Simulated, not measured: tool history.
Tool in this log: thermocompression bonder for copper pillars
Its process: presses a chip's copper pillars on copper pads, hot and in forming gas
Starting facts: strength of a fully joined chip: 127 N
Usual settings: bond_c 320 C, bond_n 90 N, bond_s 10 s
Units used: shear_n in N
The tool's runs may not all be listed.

run     day  bond_c  bond_n  bond_s  shear_n
  1   0.000     320      90      10     42.5
  2   0.717     298      90      10     31.1
  3   1.488     298      90      10     31.4
  4   1.975     323      90      10     44.1
  5   2.817     320      90      10     42.3
  6   3.592     320      90      10     42.4
  7   4.054     320      90      10     41.9
  8   4.462     320      90      10     42.0
  9   5.012     320      90      10     42.2
 10   5.892     320      90      10     41.8
 11   6.379     320      90      10     41.6
 12   6.954     320      90      10     41.8
 13   7.367     320      90      10     41.9
 14   8.112     320      94      10     43.1
 15   8.650     320      94      10     43.2
 16   9.204     320      94      10     43.4
 17   9.729     291      56      10     17.2
 18  10.429     294     110      11     36.3
 19  11.267     345      90      10     54.8

Expected results for the next run?
 20  11.958     345      90      10        ?

Run 20 gave shear_n 55.2 N.
With the hidden condition absent and the run-to-run variation left alone, this run would have shown shear_n 59.8 N.

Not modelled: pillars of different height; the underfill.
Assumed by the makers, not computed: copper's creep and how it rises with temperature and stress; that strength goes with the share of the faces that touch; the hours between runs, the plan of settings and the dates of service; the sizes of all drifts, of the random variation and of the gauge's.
